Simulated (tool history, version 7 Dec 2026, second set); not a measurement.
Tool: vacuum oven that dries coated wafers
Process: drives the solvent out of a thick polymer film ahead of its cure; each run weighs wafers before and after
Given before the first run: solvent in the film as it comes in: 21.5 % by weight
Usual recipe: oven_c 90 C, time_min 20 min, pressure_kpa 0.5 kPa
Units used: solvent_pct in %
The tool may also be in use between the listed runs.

run 1 day=0 | oven_c=90 time_min=20 pressure_kpa=0.5 | solvent_pct=2.38
run 2 day=2.625 | oven_c=90 time_min=20 pressure_kpa=0.5 | solvent_pct=2.28
run 3 day=4.075 | oven_c=90 time_min=20 pressure_kpa=0.5 | solvent_pct=2.3
run 4 day=5.817 | oven_c=90 time_min=20 pressure_kpa=0.5 | solvent_pct=2.31
run 5 day=7.038 | oven_c=90 time_min=20 pressure_kpa=0.5 | solvent_pct=2.3
run 6 day=9.446 | oven_c=90 time_min=20 pressure_kpa=0.5 | solvent_pct=2.29
run 7 day=11.412 | oven_c=90 time_min=14 pressure_kpa=0.5 | solvent_pct=4.06
run 8 day=14.092 | oven_c=90 time_min=14 pressure_kpa=0.5 | solvent_pct=3.97
run 9 day=15.808 | oven_c=91 time_min=12 pressure_kpa=0.326 | solvent_pct=4.59
-- day=16.025 oven's thermocouples calibrated
run 10 day=17.158 | oven_c=98 time_min=13 pressure_kpa=0.302 | solvent_pct=2.04
run 11 day=19.746 | oven_c=101 time_min=24 pressure_kpa=0.302 | solvent_pct=0.29
run 12 day=22.504 | oven_c=85 time_min=16 pressure_kpa=0.266 | solvent_pct=4.4
-- day=24.521 oven's thermocouples calibrated, once more
run 13 day=24.725 | oven_c=85 time_min=16 pressure_kpa=1.693 | solvent_pct=6.03
run 14 day=27.104 | oven_c=85 time_min=21 pressure_kpa=1.693 | solvent_pct=4.33
run 15 day=29.479 | oven_c=90 time_min=14 pressure_kpa=1.462 | solvent_pct=4.92
run 16 day=30.958 | oven_c=83 time_min=14 pressure_kpa=0.678 | solvent_pct=6.94

What if the next run were any one of these 4? Each begins from the tool's condition after run 16:
run A day=33.667 | oven_c=83 time_min=14 pressure_kpa=1.368 | solvent_pct=?
run B day=33.667 | oven_c=93 time_min=14 pressure_kpa=0.678 | solvent_pct=?
run C day=33.667 | oven_c=105 time_min=14 pressure_kpa=0.678 | solvent_pct=?
run D day=33.667 | oven_c=95 time_min=11 pressure_kpa=1.847 | solvent_pct=?

run=A solvent_pct=7.24
run=B solvent_pct=3.68
run=C solvent_pct=1.17
run=D solvent_pct=4.89
Without the tool's hidden state the same runs would have given:
run=A solvent_pct=7.22
run=B solvent_pct=3.67
run=C solvent_pct=1.15
run=D solvent_pct=4.9
